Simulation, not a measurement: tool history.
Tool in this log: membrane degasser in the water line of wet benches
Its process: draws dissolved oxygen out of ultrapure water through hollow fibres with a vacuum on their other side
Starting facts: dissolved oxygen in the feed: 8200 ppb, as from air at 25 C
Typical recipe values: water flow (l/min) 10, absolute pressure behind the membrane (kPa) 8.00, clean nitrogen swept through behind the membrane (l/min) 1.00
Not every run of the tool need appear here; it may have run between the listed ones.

run	hour	water flow (l/min)	absolute pressure behind the membrane (kPa)	clean nitrogen swept through behind the membrane (l/min)	dissolved oxygen in the water behind the degasser (ppb)	pressure that the water loses in the fibres (kPa)
1	0.0	10	8.00	1.00	133.2	45.47
2	113.3	10	8.00	1.00	134.8	45.98
3	246.5	10	8.00	1.00	136.5	45.61
4	341.5	10	8.00	1.00	132.6	45.93
5	457.3	10	8.00	1.00	131.2	45.95
6	571.5	10	5.98	1.00	87.4	46.02
7	692.2	10	8.00	1.00	139.6	46.02
8	765.9	10	8.00	1.00	135.5	45.47
9	854.0	10	8.00	1.08	128.2	46.16
10	960.5	10	8.00	1.20	117.4	46.08
11	1041.4	10	8.00	1.20	118.7	46.30
12	1115.6	10	8.00	1.20	117.9	46.21
# hour 1129.3: vacuum gauge calibrated
13	1222.1	10	8.00	1.20	119.5	46.46
14	1358.1	10	8.00	1.61	97.6	46.15
15	1482.5	10	8.00	1.61	96.6	46.27
# hour 1516.4: vacuum gauge calibrated, once more
16	1562.6	10	8.00	1.12	117.3	46.44
17	1696.0	10	7.14	1.00	108.7	46.18
18	1810.4	10	17.08	0.81	398.1	46.37
19	1899.4	10	8.00	1.00	126.7	46.25
20	1958.4	10	8.00	1.00	128.9	46.50
21	2082.7	10	8.00	0.41	268.2	46.25
22	2184.5	7	6.04	1.00	57.6	32.30
23	2321.2	7	8.23	1.80	57.1	32.61
24	2407.4	7	8.23	1.80	57.4	32.93
25	2472.1	10	5.27	1.49	50.4	46.68
26	2574.8	6	12.66	0.52	263.4	27.96
# hour 2664.8: seals of the vacuum lines changed
27	2664.8	8	5.26	1.22	44.0	37.45
28	2769.6	8	5.26	1.22	45.0	37.43
29	2892.7	6	5.26	0.40	81.3	28.37

Pick out some run-to-run changes in dissolved oxygen in the water behind the degasser (ppb). Of each, how much would a tool without hidden state show as well, from the settings, what came in and chance, and how much is left for the hidden state and any gauge scatter not in both results compared?
Hidden conditions of the tool in this case: membrane still open, %; true pressure behind the membrane over the reading, kPa; air that leaks in behind the membrane, l/min; drift of the gauge itself on oxygen_ppb, %; drift of the gauge itself on loss_of_pressure_kpa, %.
Run 15 -> 16: clean nitrogen swept through behind the membrane (l/min) 1.61 -> 1.12, vacuum gauge calibrated, once more. dissolved oxygen in the water behind the degasser (ppb) +20.7: hidden state -9.3, all else +30.0.
Run 17 -> 18: absolute pressure behind the membrane (kPa) 7.14 -> 17.08, clean nitrogen swept through behind the membrane (l/min) 1.00 -> 0.81. dissolved oxygen in the water behind the degasser (ppb) +289.4: hidden state +3.3, all else +286.1.
Run 18 -> 19: absolute pressure behind the membrane (kPa) 17.08 -> 8.00, clean nitrogen swept through behind the membrane (l/min) 0.81 -> 1.00. dissolved oxygen in the water behind the degasser (ppb) -271.4: hidden state -2.5, all else -268.9.
Run 26 -> 27: water flow (l/min) 6 -> 8, absolute pressure behind the membrane (kPa) 12.66 -> 5.26, clean nitrogen swept through behind the membrane (l/min) 0.52 -> 1.22, seals of the vacuum lines changed. dissolved oxygen in the water behind the degasser (ppb) -219.4: hidden state -4.7, all else -214.7.
